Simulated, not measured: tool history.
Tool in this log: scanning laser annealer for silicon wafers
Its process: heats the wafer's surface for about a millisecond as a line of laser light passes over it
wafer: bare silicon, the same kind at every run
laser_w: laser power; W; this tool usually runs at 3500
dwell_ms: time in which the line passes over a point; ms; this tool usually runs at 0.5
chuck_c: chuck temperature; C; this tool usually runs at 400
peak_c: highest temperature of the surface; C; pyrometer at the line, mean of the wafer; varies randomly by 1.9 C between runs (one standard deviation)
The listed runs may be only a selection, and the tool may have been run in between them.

Run 1, hour 0: usual settings. Result: peak_c 1135 C.
Run 2, hour 36.7: usual settings. Result: peak_c 1131 C.
Run 3, hour 65.1: usual settings but laser_w 3151 W. Result: peak_c 1050 C.
Run 4, hour 87.4: usual settings but laser_w 3151 W. Result: peak_c 1049 C.
Run 5, hour 126: usual settings but laser_w 3151 W. Result: peak_c 1050 C.
Run 6, hour 149.3: usual settings but laser_w 3151 W. Result: peak_c 1048 C.
Run 7, hour 176.3: usual settings. Result: peak_c 1131 C.
Run 8, hour 220: usual settings. Result: peak_c 1129 C.
Run 9, hour 240.2: usual settings. Result: peak_c 1127 C.
Run 10, hour 285: usual settings. Result: peak_c 1125 C.
Run 11, hour 309.6: usual settings. Result: peak_c 1125 C.
Run 12, hour 347: usual settings. Result: peak_c 1125 C.
Run 13, hour 389.7: usual settings. Result: peak_c 1122 C.
Run 14, hour 416.6: usual settings. Result: peak_c 1121 C.
Run 15, hour 440.5: usual settings. Result: peak_c 1122 C.
Run 16, hour 459.8: usual settings. Result: peak_c 1116 C.
At hour 478.1: window over the wafer cleaned.
Run 17, hour 496.5: usual settings. Result: peak_c 1144 C.
Run 18, hour 535.4: usual settings but laser_w 3355 W. Result: peak_c 1105 C.
Run 19, hour 556.7: usual settings but laser_w 3415 W, dwell_ms 0.527 ms. Result: peak_c 1145 C.
Run 20, hour 580.9: usual settings but dwell_ms 0.558 ms, chuck_c 367 C. Result: peak_c 1156 C.
Run 21, hour 621.5: usual settings but dwell_ms 0.558 ms, chuck_c 367 C. Result: peak_c 1156 C.
Run 22, hour 648: usual settings but laser_w 3805 W, dwell_ms 0.452 ms, chuck_c 386 C. Result: peak_c 1150 C.
Run 23, hour 689.5: usual settings but laser_w 3805 W, dwell_ms 0.436 ms, chuck_c 434 C. Result: peak_c 1176 C.
Run 24, hour 730.2: usual settings but laser_w 3462 W, dwell_ms 0.556 ms, chuck_c 369 C. Result: peak_c 1143 C.
Run 25, hour 762.5: usual settings but chuck_c 402 C. Result: peak_c 1140 C.
Run 26, hour 781.4: usual settings but laser_w 3593 W, chuck_c 378 C. Result: peak_c 1134 C.
Run 27, hour 807.5: usual settings but dwell_ms 0.54 ms, chuck_c 378 C. Result: peak_c 1150 C.
Run 28, hour 836.3: usual settings but dwell_ms 0.44 ms, chuck_c 393 C. Result: peak_c 1073 C.
Run 29, hour 874.1: usual settings but laser_w 3316 W, dwell_ms 0.494 ms, chuck_c 408 C. Result: peak_c 1094 C.
Run 30, hour 897.6: usual settings but laser_w 3316 W, dwell_ms 0.494 ms, chuck_c 408 C. Result: peak_c 1099 C.

4 options for the next run, each taken on its own from the tool as it stands now. Forecast them:
Run A, hour 920.1: usual settings but laser_w 3047 W, dwell_ms 0.443 ms, chuck_c 412 C. Result: peak_c ?.
Run B, hour 920.1: usual settings but laser_w 3670 W, dwell_ms 0.594 ms, chuck_c 369 C. Result: peak_c ?.
Run C, hour 920.1: usual settings but laser_w 3839 W, dwell_ms 0.494 ms, chuck_c 408 C. Result: peak_c ?.
Run D, hour 920.1: usual settings but laser_w 3376 W, dwell_ms 0.494 ms, chuck_c 408 C. Result: peak_c ?.

run  peak_c
  A     996
  B    1223
  C    1214
  D    1105
The same runs, with their run-to-run variation unchanged, on a tool lacking any hidden condition would have given:
run  peak_c
  A    1005
  B    1237
  C    1227
  D    1116
